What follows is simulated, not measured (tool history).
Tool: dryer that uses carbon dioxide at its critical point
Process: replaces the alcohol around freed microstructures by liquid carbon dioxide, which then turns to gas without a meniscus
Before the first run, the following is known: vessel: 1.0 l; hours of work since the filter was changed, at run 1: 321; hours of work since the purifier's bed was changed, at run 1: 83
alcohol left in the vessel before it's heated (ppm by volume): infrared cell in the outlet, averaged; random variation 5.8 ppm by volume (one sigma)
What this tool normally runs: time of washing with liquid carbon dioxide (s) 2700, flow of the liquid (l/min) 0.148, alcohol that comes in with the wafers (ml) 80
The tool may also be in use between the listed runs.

| run | day | time of washing with liquid carbon dioxide (s) | flow of the liquid (l/min) | alcohol that comes in with the wafers (ml) | hours of work since the filter was changed | hours of work since the purifier's bed was changed | alcohol left in the vessel before it's heated (ppm by volume) |
|---|---|---|---|---|---|---|---|
| 1 | 0 | 2700 | 0.148 | 80 | 321 | 83 | 269 |
| 2 | 0.383 | 2700 | 0.153 | 80 | 325 | 88 | 227 |
| 3 | 1.108 | 2700 | 0.171 | 80 | 333 | 95 | 126 |
| 4 | 1.783 | 2700 | 0.148 | 74 | 340 | 103 | 251 |
| 5 | 2.242 | 2700 | 0.148 | 74 | 345 | 108 | 256 |
| 6 | 3.092 | 2700 | 0.148 | 74 | 355 | 117 | 258 |
| 7 | 3.908 | 3480 | 0.148 | 80 | 363 | 126 | 73 |
| 8 | 4.283 | 1800 | 0.095 | 110 | 368 | 130 | 9115 |
| 9 | 5.083 | 2640 | 0.104 | 91 | 376 | 139 | 1732 |
|  | 5.258 | inlet filter changed |
| 10 | 5.888 | 3180 | 0.228 | 80 | 7 | 147 | 35 |
| 11 | 6.35 | 3180 | 0.228 | 80 | 12 | 152 | 33 |

Consider 5 possible next runs. They are alternatives, not a sequence: every one starts from the tool as it was left by run 11. What does each give?
| A | 6.738 | 1620 | 0.196 | 80 | 16 | 156 | ? |
| B | 6.738 | 3300 | 0.097 | 48 | 16 | 156 | ? |
| C | 6.738 | 2580 | 0.228 | 80 | 16 | 156 | ? |
| D | 6.738 | 2040 | 0.138 | 58 | 16 | 156 | ? |
| E | 6.738 | 2280 | 0.096 | 31 | 16 | 156 | ? |

| run | alcohol left in the vessel before it's heated (ppm by volume) |
|---|---|
| A | 752 |
| B | 396 |
| C | 41 |
| D | 865 |
| E | 1103 |
Without the tool's unlogged condition, the same runs would have read:
| run | alcohol left in the vessel before it's heated (ppm by volume) |
|---|---|
| A | 701 |
| B | 356 |
| C | 12 |
| D | 814 |
| E | 1051 |

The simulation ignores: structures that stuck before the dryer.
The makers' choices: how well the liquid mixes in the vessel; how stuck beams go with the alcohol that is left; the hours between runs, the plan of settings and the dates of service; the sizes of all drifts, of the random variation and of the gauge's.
